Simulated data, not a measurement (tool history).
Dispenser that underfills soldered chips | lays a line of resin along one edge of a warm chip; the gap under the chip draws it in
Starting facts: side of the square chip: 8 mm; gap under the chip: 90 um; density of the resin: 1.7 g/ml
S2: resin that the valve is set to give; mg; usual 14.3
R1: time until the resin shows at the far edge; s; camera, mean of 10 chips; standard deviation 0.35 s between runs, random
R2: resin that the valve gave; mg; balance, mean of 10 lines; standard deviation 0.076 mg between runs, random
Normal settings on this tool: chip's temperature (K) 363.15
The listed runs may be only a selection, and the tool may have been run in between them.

{"run": 1, "hour": 0.0, "chip's temperature (K)": 363.15, "S2": 14.3, "R1": 19.8, "R2": 13.53}
{"run": 2, "hour": 5.0, "chip's temperature (K)": 350.15, "S2": 14.3, "R1": 33.3, "R2": 13.59}
{"run": 3, "hour": 7.6, "chip's temperature (K)": 363.15, "S2": 14.3, "R1": 25.0, "R2": 13.55}
{"hour": 9.2, "done": "new syringe of resin"}
{"run": 4, "hour": 10.4, "chip's temperature (K)": 377.15, "S2": 14.3, "R1": 12.4, "R2": 13.58}
{"run": 5, "hour": 13.3, "chip's temperature (K)": 363.15, "S2": 14.3, "R1": 19.6, "R2": 13.56}
{"run": 6, "hour": 15.4, "chip's temperature (K)": 363.15, "S2": 14.3, "R1": 20.7, "R2": 13.38}
{"run": 7, "hour": 19.2, "chip's temperature (K)": 363.15, "S2": 18.4, "R1": 22.9, "R2": 17.26}
{"run": 8, "hour": 22.4, "chip's temperature (K)": 363.15, "S2": 18.4, "R1": 24.4, "R2": 17.35}
{"hour": 23.0, "done": "new syringe of resin"}
{"run": 9, "hour": 25.0, "chip's temperature (K)": 363.15, "S2": 13.2, "R1": 19.1, "R2": 12.41}
{"run": 10, "hour": 27.2, "chip's temperature (K)": 353.15, "S2": 13.2, "R1": 26.5, "R2": 12.36}
{"run": 11, "hour": 29.9, "chip's temperature (K)": 363.15, "S2": 14.3, "R1": 20.3, "R2": 13.44}
{"run": 12, "hour": 34.8, "chip's temperature (K)": 363.15, "S2": 14.3, "R1": 24.0, "R2": 13.29}
{"hour": 36.7, "done": "new syringe of resin"}
{"run": 13, "hour": 40.0, "chip's temperature (K)": 363.15, "S2": 14.3, "R1": 19.1, "R2": 13.35}
{"run": 14, "hour": 43.2, "chip's temperature (K)": 363.15, "S2": 14.3, "R1": 20.4, "R2": 13.32}
{"run": 15, "hour": 47.5, "chip's temperature (K)": 363.15, "S2": 14.3, "R1": 23.6, "R2": 13.3}
{"hour": 50.5, "done": "new syringe of resin"}
{"run": 16, "hour": 51.7, "chip's temperature (K)": 353.15, "S2": 14.3, "R1": 24.3, "R2": 13.12}
{"run": 17, "hour": 53.8, "chip's temperature (K)": 363.15, "S2": 16.6, "R1": 18.5, "R2": 15.34}
{"run": 18, "hour": 57.6, "chip's temperature (K)": 363.15, "S2": 16.6, "R1": 21.0, "R2": 15.19}
{"run": 19, "hour": 61.7, "chip's temperature (K)": 367.15, "S2": 16.2, "R1": 20.8, "R2": 14.92}
{"hour": 64.2, "done": "new syringe of resin"}
{"run": 20, "hour": 64.8, "chip's temperature (K)": 367.15, "S2": 16.2, "R1": 15.7, "R2": 14.96}
{"run": 21, "hour": 69.3, "chip's temperature (K)": 364.15, "S2": 14.4, "R1": 19.6, "R2": 13.13}
{"run": 22, "hour": 74.2, "chip's temperature (K)": 364.15, "S2": 14.4, "R1": 22.5, "R2": 13.04}
{"run": 23, "hour": 77.3, "chip's temperature (K)": 366.15, "S2": 17.7, "R1": 22.4, "R2": 16.0}
{"hour": 78.1, "done": "new syringe of resin"}
{"run": 24, "hour": 80.6, "chip's temperature (K)": 349.15, "S2": 14.3, "R1": 28.5, "R2": 12.93}
{"run": 25, "hour": 85.2, "chip's temperature (K)": 368.15, "S2": 17.7, "R1": 18.0, "R2": 16.06}
{"run": 26, "hour": 88.3, "chip's temperature (K)": 367.15, "S2": 14.4, "R1": 20.7, "R2": 12.94}
{"hour": 91.3, "done": "dispensing valve cleaned and set on the balance"}
{"hour": 92.9, "done": "new syringe of resin"}
{"run": 27, "hour": 94.6, "chip's temperature (K)": 351.15, "S2": 13.4, "R1": 26.6, "R2": 13.44}
{"run": 28, "hour": 99.0, "chip's temperature (K)": 351.15, "S2": 13.4, "R1": 28.8, "R2": 13.49}
{"run": 29, "hour": 102.8, "chip's temperature (K)": 351.15, "S2": 13.4, "R1": 31.8, "R2": 13.22}
{"hour": 106.7, "done": "new syringe of resin"}
{"run": 30, "hour": 107.1, "chip's temperature (K)": 377.15, "S2": 13.4, "R1": 12.0, "R2": 13.24}
{"run": 31, "hour": 109.5, "chip's temperature (K)": 377.15, "S2": 13.4, "R1": 12.9, "R2": 13.38}
{"run": 32, "hour": 112.9, "chip's temperature (K)": 377.15, "S2": 13.4, "R1": 13.8, "R2": 13.31}
{"run": 33, "hour": 117.8, "chip's temperature (K)": 355.15, "S2": 15.3, "R1": 28.0, "R2": 15.11}
{"hour": 120.6, "done": "new syringe of resin"}
{"run": 34, "hour": 120.9, "chip's temperature (K)": 361.15, "S2": 15.9, "R1": 18.2, "R2": 15.59}
{"run": 35, "hour": 124.8, "chip's temperature (K)": 375.15, "S2": 16.9, "R1": 13.1, "R2": 16.63}
{"run": 36, "hour": 129.3, "chip's temperature (K)": 375.15, "S2": 16.9, "R1": 15.6, "R2": 16.44}

Measured minus without-hidden-state, run by run (identical run-to-run variation in each term; gauge scatter may differ):
Unlogged tool condition in this case: resin's viscosity, % of fresh resin's; dose that the valve gives, % of what is set; true chip temperature over the reading, C; drift of the gauge itself on fill_s, %; drift of the gauge itself on given_mg, %.
run=1 R1=+2.6 R2=-0.68
run=2 R1=+8.1 R2=-0.73
run=3 R1=+7.3 R2=-0.75
run=4 R1=+0.7 R2=-0.78
run=5 R1=+2.7 R2=-0.80
run=6 R1=+3.8 R2=-0.81
run=7 R1=+5.9 R2=-1.09
run=8 R1=+7.9 R2=-1.13
run=9 R1=+1.0 R2=-0.82
run=10 R1=+3.0 R2=-0.85
run=11 R1=+3.6 R2=-0.94
run=12 R1=+6.7 R2=-0.98
run=13 R1=+1.6 R2=-1.02
run=14 R1=+3.4 R2=-1.06
run=15 R1=+6.0 R2=-1.08
run=16 R1=+1.1 R2=-1.11
run=17 R1=+1.7 R2=-1.31
run=18 R1=+3.9 R2=-1.34
run=19 R1=+5.8 R2=-1.35
run=20 R1=+0.2 R2=-1.38
run=21 R1=+2.8 R2=-1.27
run=22 R1=+5.6 R2=-1.31
run=23 R1=+6.9 R2=-1.64
run=24 R1=+2.3 R2=-1.35
run=25 R1=+3.2 R2=-1.72
run=26 R1=+5.4 R2=-1.43
run=27 R1=+1.1 R2=-0.03
run=28 R1=+4.5 R2=-0.07
run=29 R1=+7.7 R2=-0.10
run=30 R1=+0.0 R2=-0.13
run=31 R1=+0.8 R2=-0.15
run=32 R1=+2.1 R2=-0.18
run=33 R1=+7.2 R2=-0.25
run=34 R1=-0.1 R2=-0.28
run=35 R1=+1.3 R2=-0.34
run=36 R1=+3.2 R2=-0.37
